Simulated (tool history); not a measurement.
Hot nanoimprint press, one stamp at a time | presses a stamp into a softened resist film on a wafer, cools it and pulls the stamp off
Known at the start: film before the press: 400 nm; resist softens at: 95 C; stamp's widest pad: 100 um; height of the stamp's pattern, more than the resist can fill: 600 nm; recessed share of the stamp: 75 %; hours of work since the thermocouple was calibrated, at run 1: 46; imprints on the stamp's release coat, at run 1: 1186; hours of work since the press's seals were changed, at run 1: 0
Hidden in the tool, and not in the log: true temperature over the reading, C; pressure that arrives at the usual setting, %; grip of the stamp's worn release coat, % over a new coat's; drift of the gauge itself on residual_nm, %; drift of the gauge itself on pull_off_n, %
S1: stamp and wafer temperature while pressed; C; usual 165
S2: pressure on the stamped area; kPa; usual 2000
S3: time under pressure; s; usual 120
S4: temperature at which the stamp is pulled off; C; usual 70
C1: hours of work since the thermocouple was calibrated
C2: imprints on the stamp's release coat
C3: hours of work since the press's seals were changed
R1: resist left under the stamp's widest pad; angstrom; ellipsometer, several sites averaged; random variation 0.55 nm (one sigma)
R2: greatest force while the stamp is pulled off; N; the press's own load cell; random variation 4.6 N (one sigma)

Run 1, hour 0.0: usual settings; C1 46; C2 1186; C3 0. Result: R1 1827 angstrom, R2 316 N.
Run 2, hour 37.5: usual settings; C1 68; C2 1338; C3 22. Result: R1 1810 angstrom, R2 327 N.
Run 3, hour 66.8: usual settings; C1 85; C2 1457; C3 40. Result: R1 1823 angstrom, R2 338 N.
Run 4, hour 97.0: usual settings but S4 60 C; C1 103; C2 1580; C3 57. Result: R1 1821 angstrom, R2 402 N.
Run 5, hour 124.1: usual settings but S1 158 C; C1 119; C2 1690; C3 73. Result: R1 2339 angstrom, R2 359 N.
Run 6, hour 143.5: usual settings but S1 158 C; C1 131; C2 1769; C3 85. Result: R1 2312 angstrom, R2 358 N.
Run 7, hour 161.2: usual settings but S1 158 C; C1 141; C2 1840; C3 95. Result: R1 2328 angstrom, R2 361 N.
Run 8, hour 181.4: usual settings but S4 71 C; C1 153; C2 1923; C3 107. Result: R1 1815 angstrom, R2 368 N.
Run 9, hour 212.3: usual settings but S4 71 C; C1 171; C2 2048; C3 126. Result: R1 1815 angstrom, R2 393 N.
Run 10, hour 228.5: usual settings but S4 71 C; C1 181; C2 2114; C3 135. Result: R1 1803 angstrom, R2 391 N.
Run 11, hour 250.5: usual settings but S4 67 C; C1 194; C2 2203; C3 148. Result: R1 1794 angstrom, R2 415 N.
At hour 265.3: stamp cleaned and given a new release coat.
Run 12, hour 281.1: usual settings but S4 67 C; C1 209; C2 64; C3 163. Result: R1 1800 angstrom, R2 230 N.
Run 13, hour 316.3: usual settings but S4 67 C; C1 229; C2 207; C3 184. Result: R1 1796 angstrom, R2 246 N.
Run 14, hour 339.1: usual settings but S2 1830 kPa; C1 243; C2 299; C3 197. Result: R1 1866 angstrom, R2 238 N.
Run 15, hour 361.6: usual settings; C1 256; C2 391; C3 210. Result: R1 1804 angstrom, R2 246 N.
Run 16, hour 398.5: usual settings; C1 278; C2 541; C3 232. Result: R1 1796 angstrom, R2 269 N.
Run 17, hour 424.6: usual settings but S1 174 C, S2 1710 kPa, S3 86 s, S4 63 C; C1 294; C2 647; C3 248. Result: R1 1600 angstrom, R2 291 N.
Run 18, hour 453.3: usual settings but S1 164 C, S3 196 s; C1 311; C2 763; C3 265. Result: R1 1533 angstrom, R2 283 N.
Run 19, hour 482.4: usual settings but S1 162 C, S3 196 s, S4 62 C; C1 328; C2 881; C3 282. Result: R1 1653 angstrom, R2 315 N.
Run 20, hour 516.9: usual settings but S1 169 C, S2 1540 kPa, S3 65 s, S4 76 C; C1 348; C2 1021; C3 302. Result: R1 2185 angstrom, R2 269 N.
At hour 521.5: plate thermocouple calibrated.
Run 21, hour 538.4: usual settings but S2 1280 kPa, S4 66 C; C1 10; C2 1097; C3 313. Result: R1 2123 angstrom, R2 320 N.
Run 22, hour 575.6: usual settings but S1 156 C, S3 201 s; C1 32; C2 1247; C3 335. Result: R1 2041 angstrom, R2 321 N.
Run 23, hour 599.2: usual settings but S1 175 C, S2 1610 kPa, S3 60 s, S4 66 C; C1 46; C2 1344; C3 349. Result: R1 1806 angstrom, R2 328 N.
Run 24, hour 638.6: usual settings but S1 155 C, S2 1310 kPa, S4 58 C; C1 69; C2 1503; C3 373. Result: R1 2814 angstrom, R2 392 N.
Run 25, hour 658.2: usual settings but S1 155 C, S2 1310 kPa, S4 58 C; C1 81; C2 1583; C3 384. Result: R1 2834 angstrom, R2 398 N.
At hour 666.6: plate thermocouple calibrated, once more.
Run 26, hour 688.3: usual settings but S1 154 C, S2 1250 kPa, S3 216 s, S4 73 C; C1 13; C2 1693; C3 400. Result: R1 2590 angstrom, R2 345 N.
Run 27, hour 726.2: usual settings but S1 154 C, S2 1250 kPa, S3 216 s, S4 73 C; C1 35; C2 1847; C3 423. Result: R1 2597 angstrom, R2 355 N.
Run 28, hour 747.1: usual settings but S1 154 C, S2 1250 kPa, S3 216 s, S4 73 C; C1 48; C2 1932; C3 435. Result: R1 2603 angstrom, R2 369 N.
Run 29, hour 778.2: usual settings but S1 172 C, S4 59 C; C1 66; C2 2058; C3 453. Result: R1 1413 angstrom, R2 446 N.

5 ways to go on from here, each from the tool as it stands after run 29. What would each give?
Run A, hour 804.4: usual settings but S1 172 C, S4 62 C; C1 81; C2 2164; C3 469. Result: R1 ?, R2 ?.
Run B, hour 804.4: usual settings but S1 162 C, S4 59 C; C1 81; C2 2164; C3 469. Result: R1 ?, R2 ?.
Run C, hour 804.4: usual settings but S1 167 C, S2 1980 kPa, S4 59 C; C1 81; C2 2164; C3 469. Result: R1 ?, R2 ?.
Run D, hour 804.4: usual settings but S2 1910 kPa; C1 81; C2 2164; C3 469. Result: R1 ?, R2 ?.
Run E, hour 804.4: usual settings but S1 172 C, S2 2530 kPa, S4 62 C; C1 81; C2 2164; C3 469. Result: R1 ?, R2 ?.

run    R1   R2
  A  1416  450
  B  2031  467
  C  1701  442
  D  1855  402
  E  1269  453
Without the tool's hidden state the same runs would have given:
run    R1   R2
  A  1418  251
  B  2037  261
  C  1705  247
  D  1860  224
  E  1268  253
